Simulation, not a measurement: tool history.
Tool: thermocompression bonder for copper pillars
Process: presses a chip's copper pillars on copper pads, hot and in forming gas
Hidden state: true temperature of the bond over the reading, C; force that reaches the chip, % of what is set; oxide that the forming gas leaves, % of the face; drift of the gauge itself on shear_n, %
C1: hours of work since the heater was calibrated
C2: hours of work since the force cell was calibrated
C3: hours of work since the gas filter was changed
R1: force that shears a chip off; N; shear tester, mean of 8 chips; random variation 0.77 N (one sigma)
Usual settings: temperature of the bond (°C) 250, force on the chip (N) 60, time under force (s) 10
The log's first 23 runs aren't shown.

Run 24, hour 805.7: usual settings but temperature of the bond (°C) 263, force on the chip (N) 80, time under force (s) 19; C1 658; C2 982; C3 142. Result: R1 96.4 N.
Run 25, hour 832.5: usual settings but temperature of the bond (°C) 263, force on the chip (N) 80, time under force (s) 19; C1 670; C2 994; C3 153. Result: R1 96.3 N.
At hour 857.2: force cell calibrated.
Run 26, hour 872.4: usual settings but temperature of the bond (°C) 263, force on the chip (N) 80, time under force (s) 19; C1 687; C2 7; C3 170. Result: R1 95.7 N.
Run 27, hour 913.2: usual settings but temperature of the bond (°C) 275, force on the chip (N) 61; C1 705; C2 25; C3 188. Result: R1 77.1 N.
Run 28, hour 938.5: usual settings but temperature of the bond (°C) 275, force on the chip (N) 61, time under force (s) 5; C1 716; C2 36; C3 199. Result: R1 62.9 N.
Run 29, hour 972: usual settings but temperature of the bond (°C) 253, time under force (s) 19; C1 730; C2 50; C3 214. Result: R1 74 N.
Run 30, hour 1007.7: usual settings but temperature of the bond (°C) 253, time under force (s) 19; C1 746; C2 66; C3 230. Result: R1 73.5 N.
Run 31, hour 1028.6: usual settings but temperature of the bond (°C) 226, force on the chip (N) 83; C1 755; C2 75; C3 239. Result: R1 56.2 N.
At hour 1060.4: forming gas filter changed.
Run 32, hour 1062.8: usual settings but force on the chip (N) 51, time under force (s) 6; C1 770; C2 90; C3 1. Result: R1 40.8 N.
Run 33, hour 1110.2: usual settings but temperature of the bond (°C) 245, force on the chip (N) 51, time under force (s) 6; C1 791; C2 111; C3 22. Result: R1 38.6 N.
Run 34, hour 1158.6: usual settings but temperature of the bond (°C) 247, force on the chip (N) 51, time under force (s) 13; C1 812; C2 132; C3 43. Result: R1 53.3 N.
Run 35, hour 1206.8: usual settings but temperature of the bond (°C) 247, force on the chip (N) 51, time under force (s) 13; C1 833; C2 153; C3 64. Result: R1 54.5 N.
Run 36, hour 1250.1: usual settings but temperature of the bond (°C) 265, force on the chip (N) 48, time under force (s) 6; C1 852; C2 172; C3 83. Result: R1 47.4 N.
Run 37, hour 1298.5: usual settings but temperature of the bond (°C) 265, force on the chip (N) 48, time under force (s) 6; C1 874; C2 194; C3 105. Result: R1 48.4 N.
Run 38, hour 1319.6: usual settings but temperature of the bond (°C) 265, force on the chip (N) 48, time under force (s) 6; C1 883; C2 203; C3 114. Result: R1 46.7 N.
Run 39, hour 1361.2: usual settings but temperature of the bond (°C) 265, force on the chip (N) 48, time under force (s) 6; C1 901; C2 221; C3 132. Result: R1 46.8 N.
Run 40, hour 1399.8: usual settings but temperature of the bond (°C) 265, force on the chip (N) 48, time under force (s) 6; C1 918; C2 238; C3 149. Result: R1 46 N.

4 ways to go on from here, each from the tool as it stands after run 40. What would each give?
Run A, hour 1451.3: usual settings but temperature of the bond (°C) 261, time under force (s) 15; C1 941; C2 261; C3 172. Result: R1 ?.
Run B, hour 1451.3: usual settings but temperature of the bond (°C) 233, force on the chip (N) 63, time under force (s) 6; C1 941; C2 261; C3 172. Result: R1 ?.
Run C, hour 1451.3: usual settings but force on the chip (N) 47, time under force (s) 8; C1 941; C2 261; C3 172. Result: R1 ?.
Run D, hour 1451.3: usual settings but temperature of the bond (°C) 233, force on the chip (N) 54; C1 941; C2 261; C3 172. Result: R1 ?.

run    R1
  A  75.5
  B  40.2
  C  43.1
  D  43.2
Without the tool's hidden state the same runs would have given:
run    R1
  A  75.9
  B  40.4
  C  43.4
  D  43.4
